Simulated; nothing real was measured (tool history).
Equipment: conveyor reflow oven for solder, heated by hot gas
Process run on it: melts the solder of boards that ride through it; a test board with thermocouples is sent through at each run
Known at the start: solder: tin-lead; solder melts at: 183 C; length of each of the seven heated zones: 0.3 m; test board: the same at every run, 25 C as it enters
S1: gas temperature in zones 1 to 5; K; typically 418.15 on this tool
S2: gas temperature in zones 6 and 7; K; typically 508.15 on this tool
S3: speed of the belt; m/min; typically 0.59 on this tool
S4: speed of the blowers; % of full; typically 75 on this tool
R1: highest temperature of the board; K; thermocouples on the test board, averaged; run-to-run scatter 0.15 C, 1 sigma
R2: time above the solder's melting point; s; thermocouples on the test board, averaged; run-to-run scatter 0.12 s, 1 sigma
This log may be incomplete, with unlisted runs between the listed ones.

| run | hour | S1 | S2 | S3 | S4 | R1 | R2 |
|---|---|---|---|---|---|---|---|
| 1 | 0 | 418.15 | 508.15 | 0.59 | 75 | 492.05 | 49.4 |
| 2 | 10.2 | 418.15 | 508.15 | 0.59 | 75 | 491.95 | 49.2 |
| 3 | 16.6 | 418.15 | 508.15 | 0.59 | 61 | 488.95 | 46.6 |
| 4 | 23.5 | 418.15 | 508.15 | 0.59 | 61 | 488.75 | 46.5 |
| 5 | 35.8 | 418.15 | 508.15 | 0.59 | 61 | 488.65 | 46.6 |
| 6 | 43.7 | 418.15 | 508.15 | 0.59 | 61 | 488.55 | 46.2 |
| 7 | 54.7 | 418.15 | 508.15 | 0.59 | 61 | 488.55 | 46.5 |
| 8 | 61.7 | 418.15 | 508.15 | 0.59 | 75 | 492.05 | 48.9 |
| 9 | 72.2 | 418.15 | 508.15 | 0.59 | 75 | 492.15 | 49.4 |
| 10 | 82.8 | 418.15 | 508.15 | 0.59 | 75 | 491.75 | 49.1 |
| 11 | 91 | 418.15 | 508.15 | 0.59 | 75 | 491.75 | 49.1 |
| 12 | 97.3 | 418.15 | 508.15 | 0.59 | 75 | 491.85 | 49.2 |
| 13 | 103.1 | 418.15 | 508.15 | 0.59 | 75 | 491.95 | 49.2 |
| 14 | 115 | 418.15 | 508.15 | 0.59 | 60 | 488.05 | 46.2 |
| 15 | 123.2 | 418.15 | 508.15 | 0.59 | 60 | 488.15 | 45.9 |
| 16 | 133.4 | 418.15 | 508.15 | 0.59 | 60 | 488.25 | 45.9 |
| 17 | 146 | 418.15 | 508.15 | 0.59 | 52 | 485.45 | 43.4 |
| 18 | 159.1 | 423.15 | 506.15 | 0.549 | 56 | 488.35 | 51.9 |
|  | 172.2 | flux residue cleaned out of gas plates and filters |
| 19 | 176.2 | 418.15 | 497.15 | 0.59 | 58 | 479.55 | 39.8 |
| 20 | 183.7 | 411.15 | 508.15 | 0.59 | 56 | 486.65 | 42.9 |
| 21 | 197.2 | 426.15 | 496.15 | 0.59 | 75 | 484.15 | 47.5 |

Predict the results of run 22:
| 22 | 206 | 426.15 | 496.15 | 0.59 | 75 | ? | ? |

{"run 22": {"R1": 483.75, "R2": 47.5}}
On a tool with no hidden condition, and with the same random variation, this run would have come out at R1 485.15 K, R2 48.2 s.
